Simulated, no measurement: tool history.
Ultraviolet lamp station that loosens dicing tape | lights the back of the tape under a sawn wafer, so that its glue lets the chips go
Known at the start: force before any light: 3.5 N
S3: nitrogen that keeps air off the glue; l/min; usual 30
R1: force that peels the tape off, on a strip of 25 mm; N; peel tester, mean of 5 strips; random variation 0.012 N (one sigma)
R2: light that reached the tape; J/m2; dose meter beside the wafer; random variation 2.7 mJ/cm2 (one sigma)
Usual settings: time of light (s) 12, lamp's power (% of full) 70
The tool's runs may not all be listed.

run 1 hour=0.0 | time_of_light_(s)=12 lamp's_power_(%_of_full)=70 S3=30 | R1=0.610 R2=3520
run 2 hour=25.5 | time_of_light_(s)=12 lamp's_power_(%_of_full)=70 S3=30 | R1=0.610 R2=3440
run 3 hour=64.8 | time_of_light_(s)=12 lamp's_power_(%_of_full)=72 S3=30 | R1=0.593 R2=3500
run 4 hour=86.6 | time_of_light_(s)=12 lamp's_power_(%_of_full)=72 S3=30 | R1=0.599 R2=3450
run 5 hour=113.2 | time_of_light_(s)=12 lamp's_power_(%_of_full)=72 S3=30 | R1=0.626 R2=3420
run 6 hour=143.1 | time_of_light_(s)=12 lamp's_power_(%_of_full)=66 S3=38 | R1=0.621 R2=3090

Forecast run 7:
run 7 hour=179.1 | time_of_light_(s)=14 lamp's_power_(%_of_full)=67 S3=48 | R1=? R2=?

R1: 0.415 N
R2: 3610 J/m2
Without the tool's hidden state the same run would have given R1 0.328 N, R2 4060 J/m2.
